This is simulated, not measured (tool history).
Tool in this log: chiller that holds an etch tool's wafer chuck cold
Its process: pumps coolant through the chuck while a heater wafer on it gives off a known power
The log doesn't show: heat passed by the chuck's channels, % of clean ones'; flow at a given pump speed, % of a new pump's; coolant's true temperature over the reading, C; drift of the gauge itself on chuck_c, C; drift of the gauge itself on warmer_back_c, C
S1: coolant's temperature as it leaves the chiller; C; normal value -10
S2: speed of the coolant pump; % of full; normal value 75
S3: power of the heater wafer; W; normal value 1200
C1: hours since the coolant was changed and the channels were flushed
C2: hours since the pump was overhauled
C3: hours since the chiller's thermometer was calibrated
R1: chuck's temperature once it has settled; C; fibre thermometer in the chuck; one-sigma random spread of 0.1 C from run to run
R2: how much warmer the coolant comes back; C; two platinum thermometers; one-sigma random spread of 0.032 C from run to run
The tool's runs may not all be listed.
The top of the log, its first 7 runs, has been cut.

run	hour	S1	S2	S3	C1	C2	C3	R1	R2
8	1180.8	-10	75	1200	3602	10001	1901	-0.3	3.83
9	1345.9	-10	75	1200	3767	10166	2066	-0.1	3.8
10	1540.2	-10	75	870	3962	10361	2260	-2.8	2.8
11	1664.5	-10	75	870	4086	10485	2385	-2.9	2.78
12	1816.9	-10	75	1200	4238	10637	2537	-0.2	3.84
# hour 1902.4: chiller's thermometer calibrated
13	1994	-10	75	1063	4414	10813	92	-1.3	3.4
14	2110.5	-10	75	1200	4531	10930	208	-0.1	3.81
15	2297.2	-10	75	1200	4718	11117	395	-0.2	3.84
16	2467.9	-10	63	1200	4888	11287	566	1.6	4.68

For run 17, what comes out?
17	2651.2	-10	85	1584	5072	11471	749	?	?

{"run 17": {"R1": 1.5, "R2": 4.41}}
Had the tool carried no hidden state, the very same run would have given R1 1.4 C, R2 4.4 C.
